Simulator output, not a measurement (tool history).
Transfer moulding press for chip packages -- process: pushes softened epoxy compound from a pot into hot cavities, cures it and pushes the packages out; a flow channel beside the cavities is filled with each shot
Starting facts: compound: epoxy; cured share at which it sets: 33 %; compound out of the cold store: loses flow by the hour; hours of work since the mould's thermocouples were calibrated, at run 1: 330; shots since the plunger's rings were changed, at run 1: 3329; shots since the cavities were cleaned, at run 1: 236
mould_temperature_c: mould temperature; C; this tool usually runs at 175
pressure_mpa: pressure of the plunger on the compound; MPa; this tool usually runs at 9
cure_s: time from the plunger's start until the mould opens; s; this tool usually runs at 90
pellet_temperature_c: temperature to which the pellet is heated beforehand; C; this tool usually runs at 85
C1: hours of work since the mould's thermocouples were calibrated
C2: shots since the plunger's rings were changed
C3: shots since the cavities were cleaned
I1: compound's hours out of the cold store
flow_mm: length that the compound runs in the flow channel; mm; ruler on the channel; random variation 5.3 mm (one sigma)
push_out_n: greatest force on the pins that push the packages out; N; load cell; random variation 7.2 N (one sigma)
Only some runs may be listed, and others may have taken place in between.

Run 1, hour 0: usual settings; C1 330; C2 3329; C3 236; I1 19.8. Result: flow_mm 606 mm, push_out_n 305 N.
At hour 26.7: cavities cleaned with cleaning compound and waxed.
Run 2, hour 35.1: usual settings; C1 346; C2 3678; C3 87; I1 32.1. Result: flow_mm 582 mm, push_out_n 311 N.
At hour 75.4: cavities cleaned with cleaning compound and waxed.
Run 3, hour 98.2: usual settings; C1 376; C2 4318; C3 237; I1 12.5. Result: flow_mm 623 mm, push_out_n 311 N.
At hour 124: cavities cleaned with cleaning compound and waxed.
Run 4, hour 142.2: usual settings; C1 396; C2 4760; C3 190; I1 17.6. Result: flow_mm 614 mm, push_out_n 322 N.
At hour 159: mould's thermocouples calibrated.
At hour 179.4: cavities cleaned with cleaning compound and waxed.
Run 5, hour 191.7: usual settings but pressure_mpa 10.57 MPa; C1 15; C2 5237; C3 127; I1 16. Result: flow_mm 678 mm, push_out_n 307 N.
At hour 228.8: cavities cleaned with cleaning compound and waxed.
Run 6, hour 249: usual settings but pressure_mpa 10.57 MPa; C1 42; C2 5816; C3 209; I1 8.3. Result: flow_mm 692 mm, push_out_n 326 N.
At hour 280.1: cavities cleaned with cleaning compound and waxed.
Run 7, hour 286.7: usual settings; C1 60; C2 6193; C3 69; I1 30.2. Result: flow_mm 585 mm, push_out_n 310 N.
At hour 293.6: plunger's sealing rings changed.
At hour 330.2: cavities cleaned with cleaning compound and waxed.
Run 8, hour 358.8: usual settings; C1 93; C2 661; C3 296; I1 35.6. Result: flow_mm 568 mm, push_out_n 315 N.
At hour 379.2: cavities cleaned with cleaning compound and waxed.
Run 9, hour 412.7: usual settings; C1 118; C2 1206; C3 348; I1 20.1. Result: flow_mm 596 mm, push_out_n 319 N.
At hour 428: cavities cleaned with cleaning compound and waxed.
Run 10, hour 465.8: usual settings; C1 143; C2 1741; C3 392; I1 29.8. Result: flow_mm 577 mm, push_out_n 309 N.
At hour 478.8: cavities cleaned with cleaning compound and waxed.
Run 11, hour 500.8: usual settings; C1 159; C2 2089; C3 228; I1 47. Result: flow_mm 544 mm, push_out_n 286 N.
At hour 526.7: cavities cleaned with cleaning compound and waxed.
At hour 574.5: cavities cleaned with cleaning compound and waxed.
Run 12, hour 574.5: usual settings but mould_temperature_c 179 C; C1 194; C2 2823; C3 0; I1 12.6. Result: flow_mm 620 mm, push_out_n 252 N.
At hour 623: cavities cleaned with cleaning compound and waxed.
Run 13, hour 629.3: usual settings but mould_temperature_c 179 C; C1 219; C2 3377; C3 65; I1 26.4. Result: flow_mm 587 mm, push_out_n 244 N.
Run 14, hour 662.1: usual settings but cure_s 97 s; C1 235; C2 3718; C3 406; I1 44.1. Result: flow_mm 552 mm, push_out_n 274 N.
At hour 674.6: cavities cleaned with cleaning compound and waxed.
At hour 724.5: cavities cleaned with cleaning compound and waxed.
Run 15, hour 735.9: usual settings but mould_temperature_c 174 C, pressure_mpa 9.76 MPa, cure_s 118 s; C1 270; C2 4453; C3 118; I1 42.5. Result: flow_mm 578 mm, push_out_n 229 N.
At hour 775.4: cavities cleaned with cleaning compound and waxed.
Run 16, hour 804.1: usual settings but mould_temperature_c 168 C, cure_s 71 s; C1 302; C2 5145; C3 298; I1 19.7. Result: flow_mm 626 mm, push_out_n 929 N.
At hour 824.9: cavities cleaned with cleaning compound and waxed.
Run 17, hour 855.9: usual settings but mould_temperature_c 168 C, pressure_mpa 7.19 MPa, cure_s 71 s, pellet_temperature_c 82 C; C1 326; C2 5668; C3 322; I1 11.6. Result: flow_mm 586 mm, push_out_n 932 N.
At hour 876: cavities cleaned with cleaning compound and waxed.
Run 18, hour 897: usual settings but mould_temperature_c 168 C, pressure_mpa 7.19 MPa, cure_s 71 s, pellet_temperature_c 82 C; C1 345; C2 6079; C3 218; I1 16.4. Result: flow_mm 578 mm, push_out_n 913 N.
At hour 916.5: plunger's sealing rings changed.
At hour 928.5: cavities cleaned with cleaning compound and waxed.
Run 19, hour 932.7: usual settings but pellet_temperature_c 81 C; C1 361; C2 152; C3 44; I1 45.2. Result: flow_mm 560 mm, push_out_n 306 N.
At hour 979.7: cavities cleaned with cleaning compound and waxed.
Run 20, hour 993.4: usual settings but pellet_temperature_c 81 C; C1 389; C2 767; C3 143; I1 24.5. Result: flow_mm 610 mm, push_out_n 323 N.
At hour 1026: mould's thermocouples calibrated.
At hour 1033.4: cavities cleaned with cleaning compound and waxed.
Run 21, hour 1037.9: usual settings but pellet_temperature_c 81 C; C1 5; C2 1193; C3 47; I1 16.9. Result: flow_mm 615 mm, push_out_n 318 N.

Branching from run 21: 4 alternative next runs. What would each branch give?
At hour 1084: cavities cleaned with cleaning compound and waxed.
Run A, hour 1108.7: usual settings but pressure_mpa 6.99 MPa; C1 39; C2 1912; C3 256; I1 39.8. Result: flow_mm ?, push_out_n ?.
At hour 1084: cavities cleaned with cleaning compound and waxed.
Run B, hour 1108.7: usual settings but cure_s 88 s; C1 39; C2 1912; C3 256; I1 29.1. Result: flow_mm ?, push_out_n ?.
At hour 1084: cavities cleaned with cleaning compound and waxed.
Run C, hour 1108.7: usual settings but cure_s 113 s; C1 39; C2 1912; C3 256; I1 34.2. Result: flow_mm ?, push_out_n ?.
At hour 1084: cavities cleaned with cleaning compound and waxed.
Run D, hour 1108.7: usual settings but mould_temperature_c 168 C, pellet_temperature_c 81 C; C1 39; C2 1912; C3 256; I1 32. Result: flow_mm ?, push_out_n ?.

run  flow_mm  push_out_n
  A      498         318
  B      592         328
  C      568         238
  D      601         556
Stripped of hidden state, with their random variation kept, the same runs would have yielded:
run  flow_mm  push_out_n
  A      498         316
  B      592         326
  C      568         236
  D      601         552
